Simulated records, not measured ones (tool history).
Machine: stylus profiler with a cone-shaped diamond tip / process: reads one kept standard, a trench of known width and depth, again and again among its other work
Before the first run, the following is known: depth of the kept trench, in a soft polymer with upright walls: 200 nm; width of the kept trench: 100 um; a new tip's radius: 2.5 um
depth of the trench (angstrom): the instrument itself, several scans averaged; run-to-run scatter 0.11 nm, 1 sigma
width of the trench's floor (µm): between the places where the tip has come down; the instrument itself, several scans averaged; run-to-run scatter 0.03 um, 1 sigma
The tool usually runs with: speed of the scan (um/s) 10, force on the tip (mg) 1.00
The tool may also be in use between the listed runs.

run   hour  speed of the scan (um/s)  force on the tip (mg)  depth of the trench (angstrom)  width of the trench's floor (µm)
  1    0.0                        10                   1.00                          2016.6                             97.99
  2   22.5                        10                   1.00                          2018.5                             97.96
  3   45.5                        10                   1.00                          2017.5                             97.95
  4   68.3                        10                   1.00                          2015.5                             98.00
  5   81.0                        17                   1.00                          2015.3                             97.91
  6   94.4                        17                   1.00                          2016.9                             97.86
  7  108.6                        17                   1.00                          2016.0                             97.87
  8  120.5                        17                   1.00                          2014.4                             97.95
  9  132.1                        17                   1.00                          2014.4                             97.89
 10  154.0                        17                   1.00                          2015.6                             97.86
 11  169.8                        17                   1.00                          2016.7                             97.88
 12  182.5                        10                   1.00                          2017.2                             97.86
 13  199.7                        10                   1.00                          2017.2                             97.84
 14  220.5                         2                   1.00                          2017.7                             97.86
 15  244.3                        10                   2.67                          2033.1                             97.83
 16  259.9                        10                   0.87                          2013.7                             97.87
 17  284.9                        10                   0.87                          2013.8                             97.88
 18  307.4                        10                   1.00                          2016.1                             97.89
 19  333.6                        16                   1.00                          2014.8                             97.82
 20  352.1                        16                   1.00                          2015.5                             97.81
 21  370.3                        10                   0.47                          2007.9                             97.84
 22  393.5                        10                   1.00                          2013.8                             97.88
 23  419.3                        10                   1.00                          2012.4                             97.80
 24  433.4                        10                   1.00                          2014.1                             97.84
 25  456.1                        13                   1.10                          2015.6                             97.84
 26  468.5                        13                   1.10                          2014.9                             97.80
 27  490.8                         2                   1.18                          2015.3                             97.81
 28  506.0                         2                   1.18                          2016.8                             97.85
 29  526.3                         2                   1.18                          2017.4                             97.79
 30  545.8                         2                   1.18                          2016.4                             97.88
 31  565.1                         2                   1.18                          2017.5                             97.84
 32  583.1                         3                   1.18                          2015.8                             97.84
 33  600.7                        20                   1.36                          2018.0                             97.81
 34  611.6                        20                   1.36                          2018.8                             97.68
 35  630.0                        32                   0.93                          2012.9                             97.73
 36  651.4                        12                   0.75                          2010.3                             97.75
 37  673.5                         5                   0.38                          2005.6                             97.74
 38  690.7                         3                   2.31                          2027.4                             97.79
 39  708.8                         7                   1.13                          2014.9                             97.83
 40  728.0                         3                   1.56                          2019.3                             97.83
 41  749.7                        32                   0.46                          2006.6                             97.60
 42  775.8                        32                   0.46                          2009.5                             97.61
 43  788.9                         9                   2.72                          2029.9                             97.67
 44  807.6                         3                   0.37                          2005.8                             97.79
 45  822.5                        39                   0.98                          2012.7                             97.63
 46  847.3                        39                   0.98                          2012.1                             97.56
 47  865.0                         4                   0.77                          2010.7                             97.73

Selected run-to-run steps in depth of the trench (angstrom), each split into two signed amounts: the part the tool would show with no hidden state at all (from settings, incoming material and random variation), and the remainder, which goes to the hidden state together with any gauge scatter not common to the measured and the hidden-state-free results:
What the log doesn't record here: radius of the tip, um; height scale over the true one, %; drift of the gauge itself on depth_nm, %; drift of the gauge itself on floor_um, %.
Run 13 -> 14: speed of the scan (um/s) 10 -> 2. depth of the trench (angstrom) +0.5: hidden state -0.2, all else +0.7.
Run 21 -> 22: force on the tip (mg) 0.47 -> 1.00. depth of the trench (angstrom) +5.9: hidden state -0.2, all else +6.1.
Run 34 -> 35: speed of the scan (um/s) 20 -> 32, force on the tip (mg) 1.36 -> 0.93. depth of the trench (angstrom) -5.9: hidden state -0.2, all else -5.7.
Run 37 -> 38: speed of the scan (um/s) 5 -> 3, force on the tip (mg) 0.38 -> 2.31. depth of the trench (angstrom) +21.8: hidden state -0.1, all else +21.9.
Run 42 -> 43: speed of the scan (um/s) 32 -> 9, force on the tip (mg) 0.46 -> 2.72. depth of the trench (angstrom) +20.4: hidden state -0.1, all else +20.5.
Run 43 -> 44: speed of the scan (um/s) 9 -> 3, force on the tip (mg) 2.72 -> 0.37. depth of the trench (angstrom) -24.1: hidden state +0.0, all else -24.1.

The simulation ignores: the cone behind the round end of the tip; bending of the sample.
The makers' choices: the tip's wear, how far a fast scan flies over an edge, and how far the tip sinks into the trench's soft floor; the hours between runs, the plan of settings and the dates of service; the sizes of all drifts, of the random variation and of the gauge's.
